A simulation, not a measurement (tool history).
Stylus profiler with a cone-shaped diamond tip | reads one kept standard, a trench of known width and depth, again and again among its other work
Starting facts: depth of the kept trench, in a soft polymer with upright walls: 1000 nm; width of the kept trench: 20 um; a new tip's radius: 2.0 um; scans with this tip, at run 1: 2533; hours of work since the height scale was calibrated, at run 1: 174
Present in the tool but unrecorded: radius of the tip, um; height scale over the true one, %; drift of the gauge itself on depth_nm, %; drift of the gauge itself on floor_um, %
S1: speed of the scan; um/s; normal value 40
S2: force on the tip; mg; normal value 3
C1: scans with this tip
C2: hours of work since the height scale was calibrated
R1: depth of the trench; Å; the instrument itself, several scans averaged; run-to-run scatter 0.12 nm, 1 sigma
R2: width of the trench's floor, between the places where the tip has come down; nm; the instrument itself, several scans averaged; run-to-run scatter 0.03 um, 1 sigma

Run 1, day 0: usual settings; C1 2533; C2 174. Result: R1 10082.9 Å, R2 15750 nm.
Run 2, day 1.033: usual settings; C1 2720; C2 187. Result: R1 10080.6 Å, R2 15740 nm.
Run 3, day 3.3: usual settings; C1 3131; C2 215. Result: R1 10080.3 Å, R2 15640 nm.
Run 4, day 4.317: usual settings; C1 3315; C2 228. Result: R1 10081.6 Å, R2 15610 nm.
Run 5, day 6.042: usual settings; C1 3627; C2 249. Result: R1 10081.5 Å, R2 15520 nm.
Run 6, day 7.333: usual settings; C1 3861; C2 265. Result: R1 10082.3 Å, R2 15510 nm.
Run 7, day 9.546: usual settings; C1 4262; C2 293. Result: R1 10081 Å, R2 15400 nm.
Run 8, day 11.771: usual settings but S2 1.18 mg; C1 4665; C2 320. Result: R1 10043.8 Å, R2 15220 nm.
Run 9, day 14.075: usual settings but S2 7.28 mg; C1 5082; C2 349. Result: R1 10145.1 Å, R2 15270 nm.
Run 10, day 15.821: usual settings but S2 2.91 mg; C1 5398; C2 371. Result: R1 10077.6 Å, R2 15200 nm.
Run 11, day 17.267: usual settings but S2 2.69 mg; C1 5660; C2 389. Result: R1 10074.6 Å, R2 15110 nm.
Run 12, day 19.046: usual settings but S2 2.69 mg; C1 5982; C2 411. Result: R1 10071.6 Å, R2 15050 nm.
Run 13, day 21.312: usual settings; C1 6393; C2 439. Result: R1 10077.7 Å, R2 14960 nm.
Run 14, day 22.833: usual settings; C1 6669; C2 458. Result: R1 10078.3 Å, R2 14920 nm.
Run 15, day 24.508: usual settings; C1 6972; C2 479. Result: R1 10076.9 Å, R2 14890 nm.
Run 16, day 26.512: usual settings but S2 1.08 mg; C1 7334; C2 504. Result: R1 10038.2 Å, R2 14710 nm.
Run 17, day 28.454: usual settings but S2 1.08 mg; C1 7686; C2 528. Result: R1 10037.4 Å, R2 14630 nm.
Run 18, day 30.329: usual settings but S2 1.08 mg; C1 8026; C2 551. Result: R1 10035.7 Å, R2 14580 nm.
Run 19, day 32.183: usual settings but S2 1.08 mg; C1 8362; C2 574. Result: R1 10035.6 Å, R2 14570 nm.
Run 20, day 33.904: usual settings but S1 80 um/s; C1 8673; C2 595. Result: R1 10077.1 Å, R2 14390 nm.
Run 21, day 35.112: usual settings but S1 23 um/s, S2 1.36 mg; C1 8892; C2 610. Result: R1 10041 Å, R2 14510 nm.
Run 22, day 37.138: usual settings but S1 27 um/s, S2 8.96 mg; C1 9259; C2 636. Result: R1 10162.5 Å, R2 14530 nm.
Run 23, day 39.108: usual settings but S1 13 um/s, S2 1.02 mg; C1 9616; C2 660. Result: R1 10034.2 Å, R2 14410 nm.
Run 24, day 41.154: usual settings but S1 13 um/s, S2 1.02 mg; C1 9987; C2 686. Result: R1 10032.8 Å, R2 14430 nm.
Run 25, day 42.842: usual settings but S1 13 um/s, S2 1.02 mg; C1 10292; C2 707. Result: R1 10031.6 Å, R2 14400 nm.
Run 26, day 44.604: usual settings but S1 14 um/s, S2 3.57 mg; C1 10612; C2 729. Result: R1 10083 Å, R2 14300 nm.
Run 27, day 46.496: usual settings but S1 14 um/s, S2 3.57 mg; C1 10954; C2 752. Result: R1 10085.2 Å, R2 14230 nm.
Run 28, day 48.412: usual settings but S1 30 um/s, S2 4.25 mg; C1 11301; C2 776. Result: R1 10094.3 Å, R2 14200 nm.
Run 29, day 50.3: usual settings but S1 30 um/s, S2 4.25 mg; C1 11643; C2 799. Result: R1 10093.4 Å, R2 14100 nm.
Run 30, day 51.896: usual settings but S1 18 um/s, S2 3.62 mg; C1 11932; C2 819. Result: R1 10084.8 Å, R2 14100 nm.
Run 31, day 54.162: usual settings but S1 11 um/s, S2 5.12 mg; C1 12342; C2 847. Result: R1 10108.1 Å, R2 14050 nm.
Run 32, day 55.821: usual settings but S1 63 um/s, S2 1.32 mg; C1 12643; C2 868. Result: R1 10038.9 Å, R2 13780 nm.
Run 33, day 57.958: usual settings but S2 6.99 mg; C1 13030; C2 895. Result: R1 10135.4 Å, R2 13930 nm.
Run 34, day 59.192: usual settings but S1 10 um/s, S2 6.19 mg; C1 13254; C2 910. Result: R1 10122.1 Å, R2 13920 nm.
At day 59.708: height scale calibrated on a step standard.
Run 35, day 60.371: usual settings but S1 10 um/s, S2 6.19 mg; C1 13463; C2 8. Result: R1 10131.9 Å, R2 13890 nm.
Run 36, day 61.658: usual settings but S1 41 um/s, S2 6.43 mg; C1 13696; C2 24. Result: R1 10135.3 Å, R2 13840 nm.
Run 37, day 63.05: usual settings but S1 101 um/s, S2 1.91 mg; C1 13948; C2 42. Result: R1 10059.6 Å, R2 13480 nm.
Run 38, day 65.204: usual settings but S1 15 um/s, S2 1.16 mg; C1 14339; C2 68. Result: R1 10040.4 Å, R2 13710 nm.
Run 39, day 66.325: usual settings but S1 15 um/s, S2 1.65 mg; C1 14541; C2 82. Result: R1 10052.6 Å, R2 13750 nm.
Run 40, day 67.758: usual settings but S1 56 um/s, S2 1.74 mg; C1 14801; C2 100. Result: R1 10053.3 Å, R2 13450 nm.

Each row is a separate what-if for the run after 40, all from the same tool condition, not one after another. Results?
Run A, day 69.021: usual settings but S1 51 um/s, S2 4.44 mg; C1 15030; C2 116. Result: R1 ?, R2 ?.
Run B, day 69.021: usual settings but S1 30 um/s, S2 3.36 mg; C1 15030; C2 116. Result: R1 ?, R2 ?.
Run C, day 69.021: usual settings but S1 55 um/s, S2 2.47 mg; C1 15030; C2 116. Result: R1 ?, R2 ?.

run       R1     R2
  A  10103.1  13510
  B  10086.1  13560
  C  10067.8  13500
The same runs, with their run-to-run variation unchanged, on a tool lacking any hidden condition would have given:
run       R1     R2
  A  10105.3  16360
  B  10088.2  16420
  C  10069.9  16350
